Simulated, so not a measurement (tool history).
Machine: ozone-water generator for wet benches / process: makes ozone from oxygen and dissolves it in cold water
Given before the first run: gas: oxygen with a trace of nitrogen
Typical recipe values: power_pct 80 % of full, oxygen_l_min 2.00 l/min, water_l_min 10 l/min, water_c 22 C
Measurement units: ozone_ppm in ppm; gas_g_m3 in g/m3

run	day	power_pct	oxygen_l_min	water_l_min	water_c	ozone_ppm	gas_g_m3
1	0.000	80	2.00	10	22	26.3	271.2
2	2.896	80	2.00	10	22	26.1	268.7
3	5.946	80	2.00	10	22	26.3	270.7
4	10.167	80	2.00	10	24	25.7	269.7
5	12.654	80	2.00	10	24	25.8	269.0
6	15.292	80	2.00	10	24	25.5	269.7
7	17.921	80	2.00	10	24	25.9	270.7
8	21.179	80	2.00	10	24	25.6	267.6
9	23.392	80	1.34	10	22	26.4	352.9
10	25.604	80	2.00	11	22	24.4	271.7
11	28.050	80	3.19	11	22	22.5	200.4
12	31.992	66	2.00	10	22	23.2	240.5
13	34.992	66	2.00	10	16	25.0	240.6
14	37.862	80	1.62	10	22	26.7	313.2
15	40.112	80	1.62	10	22	26.8	311.4
16	44.579	80	1.62	10	22	26.7	312.4
17	47.492	80	1.12	10	22	26.6	399.6
18	51.400	80	1.63	6	22	39.4	312.4
19	55.792	80	1.63	6	22	39.0	313.0
20	58.421	64	1.04	6	20	37.0	364.9
21	61.408	80	2.00	7	22	34.6	273.2
22	65.767	66	1.64	8	24	27.8	278.2
23	70.050	66	1.64	8	24	27.8	275.8
24	73.862	66	1.64	8	24	27.4	279.5
25	76.400	94	2.00	16	23	18.9	304.4
# day 77.754: gauge calibrated
26	80.004	94	1.54	16	23	18.3	348.6
27	83.046	94	1.54	16	23	18.5	352.9
28	86.117	55	1.54	7	23	27.6	251.3
29	89.208	62	1.76	10	22	22.7	249.5
30	93.750	80	3.04	14	22	19.1	205.4
31	98.208	80	2.00	9	22	28.5	271.0
32	102.279	80	1.10	10	15	27.6	400.9
33	104.875	80	1.10	10	15	27.9	401.2

For some of the steps in gas_g_m3 from one run to the next: how much would appear even if the tool had no hidden state, given the settings, what came in and random variation, and how much remains for the hidden state plus any gauge scatter that the measured result and the result without hidden state don't share?
Hidden conditions of the tool in this case: yield of the discharge, % of new electrodes'; contactor's efficiency, % of a clean one's; true water temperature over the reading, C; drift of the gauge itself on ozone_ppm, %; drift of the gauge itself on gas_g_m3, %.
Run 16 -> 17: oxygen_l_min 1.62 -> 1.12. gas_g_m3 +87.2 g/m3: hidden state +1.7, all else +85.5.
Run 20 -> 21: power_pct 64 -> 80, oxygen_l_min 1.04 -> 2.00, water_l_min 6 -> 7, water_c 20 -> 22. gas_g_m3 -91.7 g/m3: hidden state -1.6, all else -90.1.
Run 25 -> 26: oxygen_l_min 2.00 -> 1.54, gauge calibrated. gas_g_m3 +44.2 g/m3: hidden state -8.0, all else +52.2.
Run 27 -> 28: power_pct 94 -> 55, water_l_min 16 -> 7. gas_g_m3 -101.6 g/m3: hidden state +0.2, all else -101.8.
Run 31 -> 32: oxygen_l_min 2.00 -> 1.10, water_l_min 9 -> 10, water_c 22 -> 15. gas_g_m3 +129.9 g/m3: hidden state +1.5, all else +128.4.
